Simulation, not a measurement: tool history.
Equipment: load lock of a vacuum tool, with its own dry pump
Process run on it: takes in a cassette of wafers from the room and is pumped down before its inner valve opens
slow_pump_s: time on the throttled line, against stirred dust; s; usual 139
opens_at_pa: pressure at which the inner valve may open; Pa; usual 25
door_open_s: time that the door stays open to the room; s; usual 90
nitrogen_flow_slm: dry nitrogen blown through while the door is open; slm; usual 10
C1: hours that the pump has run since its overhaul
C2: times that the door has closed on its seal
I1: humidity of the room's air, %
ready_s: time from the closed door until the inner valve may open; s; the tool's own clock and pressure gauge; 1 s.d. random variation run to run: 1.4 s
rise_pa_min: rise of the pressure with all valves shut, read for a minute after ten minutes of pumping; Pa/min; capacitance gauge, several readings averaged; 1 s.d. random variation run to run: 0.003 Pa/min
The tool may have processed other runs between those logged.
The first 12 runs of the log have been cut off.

-- hour=2643.6 door's seal changed, seat wiped
run 13 hour=2750.4 | slow_pump_s=139 opens_at_pa=25 door_open_s=90 nitrogen_flow_slm=10 | C1=6819 C2=178 | I1=46.0 | ready_s=234.2 rise_pa_min=0.039
run 14 hour=2970.5 | slow_pump_s=139 opens_at_pa=25 door_open_s=90 nitrogen_flow_slm=10 | C1=7039 C2=546 | I1=44.9 | ready_s=234.5 rise_pa_min=0.041
run 15 hour=3201.3 | slow_pump_s=139 opens_at_pa=25 door_open_s=90 nitrogen_flow_slm=5 | C1=7270 C2=932 | I1=45.2 | ready_s=232.8 rise_pa_min=0.046
run 16 hour=3456.7 | slow_pump_s=139 opens_at_pa=25 door_open_s=90 nitrogen_flow_slm=5 | C1=7525 C2=1359 | I1=46.0 | ready_s=231.9 rise_pa_min=0.053
run 17 hour=3712.6 | slow_pump_s=139 opens_at_pa=25 door_open_s=90 nitrogen_flow_slm=5 | C1=7781 C2=1787 | I1=39.4 | ready_s=234.6 rise_pa_min=0.042
run 18 hour=3851.4 | slow_pump_s=139 opens_at_pa=25 door_open_s=90 nitrogen_flow_slm=5 | C1=7920 C2=2019 | I1=48.8 | ready_s=234.8 rise_pa_min=0.050
run 19 hour=4141.4 | slow_pump_s=189 opens_at_pa=25 door_open_s=90 nitrogen_flow_slm=10 | C1=8210 C2=2503 | I1=45.7 | ready_s=274.8 rise_pa_min=0.038
run 20 hour=4405.0 | slow_pump_s=181 opens_at_pa=49 door_open_s=194 nitrogen_flow_slm=9 | C1=8474 C2=2944 | I1=44.1 | ready_s=257.5 rise_pa_min=0.066
run 21 hour=4663.0 | slow_pump_s=247 opens_at_pa=45 door_open_s=213 nitrogen_flow_slm=4 | C1=8732 C2=3375 | I1=46.0 | ready_s=314.5 rise_pa_min=0.078
run 22 hour=4967.6 | slow_pump_s=247 opens_at_pa=46 door_open_s=213 nitrogen_flow_slm=16 | C1=9036 C2=3884 | I1=49.5 | ready_s=315.4 rise_pa_min=0.065
run 23 hour=5133.3 | slow_pump_s=178 opens_at_pa=46 door_open_s=32 nitrogen_flow_slm=10 | C1=9202 C2=4162 | I1=47.8 | ready_s=254.3 rise_pa_min=0.024
run 24 hour=5271.2 | slow_pump_s=219 opens_at_pa=31 door_open_s=90 nitrogen_flow_slm=10 | C1=9340 C2=4392 | I1=46.6 | ready_s=297.0 rise_pa_min=0.041
run 25 hour=5516.2 | slow_pump_s=106 opens_at_pa=27 door_open_s=90 nitrogen_flow_slm=10 | C1=9585 C2=4802 | I1=45.0 | ready_s=204.7 rise_pa_min=0.042
run 26 hour=5741.7 | slow_pump_s=115 opens_at_pa=20 door_open_s=78 nitrogen_flow_slm=15 | C1=9810 C2=5179 | I1=43.0 | ready_s=216.2 rise_pa_min=0.036
run 27 hour=5887.0 | slow_pump_s=204 opens_at_pa=20 door_open_s=78 nitrogen_flow_slm=19 | C1=9956 C2=5422 | I1=41.3 | ready_s=289.5 rise_pa_min=0.034
run 28 hour=6042.0 | slow_pump_s=204 opens_at_pa=20 door_open_s=78 nitrogen_flow_slm=19 | C1=10111 C2=5681 | I1=45.3 | ready_s=288.0 rise_pa_min=0.031
run 29 hour=6319.2 | slow_pump_s=74 opens_at_pa=20 door_open_s=57 nitrogen_flow_slm=19 | C1=10388 C2=6144 | I1=47.3 | ready_s=182.8 rise_pa_min=0.030
run 30 hour=6478.5 | slow_pump_s=74 opens_at_pa=20 door_open_s=57 nitrogen_flow_slm=19 | C1=10547 C2=6410 | I1=46.8 | ready_s=181.1 rise_pa_min=0.031

Predict each of these 4 candidate next runs independently; none follows another, all start after run 30:
run A hour=6704.7 | slow_pump_s=139 opens_at_pa=39 door_open_s=90 nitrogen_flow_slm=18 | C1=10773 C2=6788 | I1=42.2 | ready_s=? rise_pa_min=?
run B hour=6704.7 | slow_pump_s=139 opens_at_pa=41 door_open_s=48 nitrogen_flow_slm=10 | C1=10773 C2=6788 | I1=45.8 | ready_s=? rise_pa_min=?
run C hour=6704.7 | slow_pump_s=74 opens_at_pa=20 door_open_s=40 nitrogen_flow_slm=19 | C1=10773 C2=6788 | I1=41.2 | ready_s=? rise_pa_min=?
run D hour=6704.7 | slow_pump_s=196 opens_at_pa=25 door_open_s=90 nitrogen_flow_slm=10 | C1=10773 C2=6788 | I1=43.7 | ready_s=? rise_pa_min=?

run=A ready_s=228.6 rise_pa_min=0.038
run=B ready_s=225.2 rise_pa_min=0.031
run=C ready_s=183.9 rise_pa_min=0.027
run=D ready_s=280.7 rise_pa_min=0.038
With no hidden state in the tool, these same runs would have given:
run=A ready_s=228.5 rise_pa_min=0.038
run=B ready_s=225.2 rise_pa_min=0.030
run=C ready_s=183.9 rise_pa_min=0.027
run=D ready_s=280.6 rise_pa_min=0.038
